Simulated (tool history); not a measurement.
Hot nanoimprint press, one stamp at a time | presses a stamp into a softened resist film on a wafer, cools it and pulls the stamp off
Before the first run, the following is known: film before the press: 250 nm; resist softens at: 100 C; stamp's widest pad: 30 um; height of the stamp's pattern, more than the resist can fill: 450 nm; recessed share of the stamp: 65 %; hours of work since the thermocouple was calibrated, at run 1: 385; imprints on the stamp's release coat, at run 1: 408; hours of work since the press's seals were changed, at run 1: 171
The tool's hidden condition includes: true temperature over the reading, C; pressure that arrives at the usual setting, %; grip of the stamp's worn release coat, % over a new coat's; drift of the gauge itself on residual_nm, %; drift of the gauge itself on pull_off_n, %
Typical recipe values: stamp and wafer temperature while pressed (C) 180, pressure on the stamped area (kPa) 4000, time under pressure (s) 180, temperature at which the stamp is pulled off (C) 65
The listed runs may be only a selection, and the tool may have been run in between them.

run,day,stamp and wafer temperature while pressed (C),pressure on the stamped area (kPa),time under pressure (s),temperature at which the stamp is pulled off (C),hours of work since the thermocouple was calibrated,imprints on the stamp's release coat,hours of work since the press's seals were changed,resist left under the stamp's widest pad (angstrom),greatest force while the stamp is pulled off (N)
1,0.000,180,4000,180,65,385,408,171,1388,177
2,0.342,180,4000,180,65,391,450,177,1389,184
3,0.650,180,4000,180,65,396,488,182,1390,185
4,0.979,180,4000,180,65,402,528,188,1396,188
5,1.229,180,4000,180,65,407,558,192,1391,186
6,1.600,180,4000,180,65,413,603,199,1386,190
7,1.762,180,4000,180,65,416,623,202,1381,192
# day 2.196: stamp cleaned and given a new release coat
8,2.367,171,4000,180,65,422,20,208,1765,167
9,2.746,171,4000,180,65,429,67,214,1770,168
10,3.025,180,5330,180,65,433,101,219,1236,164
# day 3.179: plate thermocouple calibrated
11,3.379,180,5330,180,65,3,129,223,1210,169
12,3.700,192,4000,180,65,9,168,229,938,168
13,3.871,192,4000,180,65,12,189,232,934,170
14,4.083,178,5440,151,65,16,214,235,1358,172
# day 4.300: plate thermocouple calibrated, once more
15,4.500,185,2410,151,65,3,250,241,1599,179
16,4.871,184,3610,180,65,10,295,247,1351,181
17,5.171,180,4000,347,54,15,332,252,1157,199
18,5.408,182,4000,347,54,19,361,256,1076,205
19,5.700,171,2440,180,72,24,396,261,2042,172
20,6.029,171,3110,180,51,30,437,267,1949,211
21,6.379,180,4830,298,65,36,480,273,1131,188
22,6.538,168,4830,298,65,39,499,276,1665,194
23,6.817,168,2920,303,63,44,533,281,1906,194
24,7.096,183,2420,180,65,49,567,286,1586,192

Predict each of these 5 candidate next runs independently; none follows another, all start after run 24:
A,7.396,180,4000,123,63,54,603,291,?,?
B,7.396,180,5340,180,65,54,603,291,?,?
C,7.396,179,2520,207,65,54,603,291,?,?
D,7.396,176,4000,359,72,54,603,291,?,?
E,7.396,181,4020,180,72,54,603,291,?,?

run,resist left under the stamp's widest pad (angstrom),greatest force while the stamp is pulled off (N)
A,1624,198
B,1305,194
C,1661,196
D,1298,182
E,1407,179
Without the tool's hidden state the same runs would have given:
run,resist left under the stamp's widest pad (angstrom),greatest force while the stamp is pulled off (N)
A,1620,169
B,1297,165
C,1662,167
D,1295,155
E,1403,153

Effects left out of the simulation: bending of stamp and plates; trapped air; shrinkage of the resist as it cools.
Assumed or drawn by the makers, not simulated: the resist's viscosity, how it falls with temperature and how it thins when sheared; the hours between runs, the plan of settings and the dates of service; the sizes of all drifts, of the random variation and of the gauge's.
